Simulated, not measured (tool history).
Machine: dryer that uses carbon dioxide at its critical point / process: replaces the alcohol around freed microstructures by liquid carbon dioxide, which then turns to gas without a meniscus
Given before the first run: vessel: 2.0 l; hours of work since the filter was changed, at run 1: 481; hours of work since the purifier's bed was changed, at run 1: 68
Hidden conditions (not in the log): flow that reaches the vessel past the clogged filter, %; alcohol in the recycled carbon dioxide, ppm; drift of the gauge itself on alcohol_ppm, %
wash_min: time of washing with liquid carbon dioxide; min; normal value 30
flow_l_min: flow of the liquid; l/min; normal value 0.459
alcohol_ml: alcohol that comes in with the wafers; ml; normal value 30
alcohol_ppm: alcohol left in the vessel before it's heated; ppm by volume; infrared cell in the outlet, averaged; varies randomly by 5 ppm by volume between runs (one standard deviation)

run,hour,wash_min,flow_l_min,alcohol_ml,hours of work since the filter was changed,hours of work since the purifier's bed was changed,alcohol_ppm
1,0.0,30,0.459,30,481,68,56
2,8.2,30,0.459,25,485,73,42
3,13.4,30,0.459,25,489,76,50
4,19.8,30,0.459,25,492,79,50
5,28.4,30,0.459,30,497,84,61
6,35.6,30,0.459,21,502,89,50
7,40.6,30,0.459,21,505,92,38
8,44.9,24,0.459,21,507,94,121
9,51.6,21,0.459,21,511,98,196
10,59.9,21,0.459,21,516,103,203
11,69.6,21,0.459,21,522,109,200
12,73.8,30,0.356,30,524,111,182
13,82.2,30,0.356,30,529,116,187
14,87.1,30,0.459,30,532,119,67
15,91.4,30,0.459,30,535,122,68
16,96.3,30,0.459,30,538,125,68
17,104.8,42,0.459,30,543,130,17
18,109.5,42,0.459,30,545,133,30
19,118.5,42,0.459,30,551,138,36
20,127.0,39,0.459,30,556,143,30
21,132.9,30,0.459,30,559,146,74
22,141.4,30,0.459,30,564,151,66
# hour 146.7: inlet filter changed
23,150.9,30,0.459,54,3,156,56
24,158.4,30,0.459,30,7,161,27
25,164.5,30,0.459,30,11,165,41
26,172.0,26,0.523,30,15,169,43
27,181.4,26,0.523,58,21,175,62
28,188.0,26,0.523,58,25,178,59
29,197.7,29,0.631,20,30,184,37
30,202.2,35,0.383,59,33,187,66
31,207.1,39,0.681,20,36,190,40
32,216.9,39,0.681,20,42,196,26
33,223.6,28,0.281,30,46,199,335
34,231.8,28,0.281,30,50,204,344
35,237.6,30,0.320,59,54,208,300
36,247.8,46,0.279,39,60,214,67
37,257.5,41,0.574,87,66,220,34
38,261.9,31,0.310,104,68,222,502
39,270.8,31,0.310,104,74,227,504
40,280.8,31,0.310,104,79,233,491
41,290.5,26,0.542,74,85,239,75
42,295.0,26,0.542,74,88,242,68
43,299.3,26,0.542,74,90,244,73
44,303.7,36,0.459,57,93,247,41
45,311.1,36,0.459,57,97,251,35
46,317.2,30,0.338,24,101,255,131
47,325.8,38,0.628,112,106,260,33
48,334.5,24,0.532,74,111,265,118

For each entry between runs, how does the tool's hidden state at the last listed run before it compare with that at the first listed run after it?
After run 22, before run 23: inlet filter changed (hour 146.7)
  flow that reaches the vessel past the clogged filter, %: 83.2 -> 99.7; alcohol in the recycled carbon dioxide, ppm: 22.1 -> 22.7
  what was measured, less what the result would be without the hidden state, alcohol_ppm: +51 -> +18 ppm by volume

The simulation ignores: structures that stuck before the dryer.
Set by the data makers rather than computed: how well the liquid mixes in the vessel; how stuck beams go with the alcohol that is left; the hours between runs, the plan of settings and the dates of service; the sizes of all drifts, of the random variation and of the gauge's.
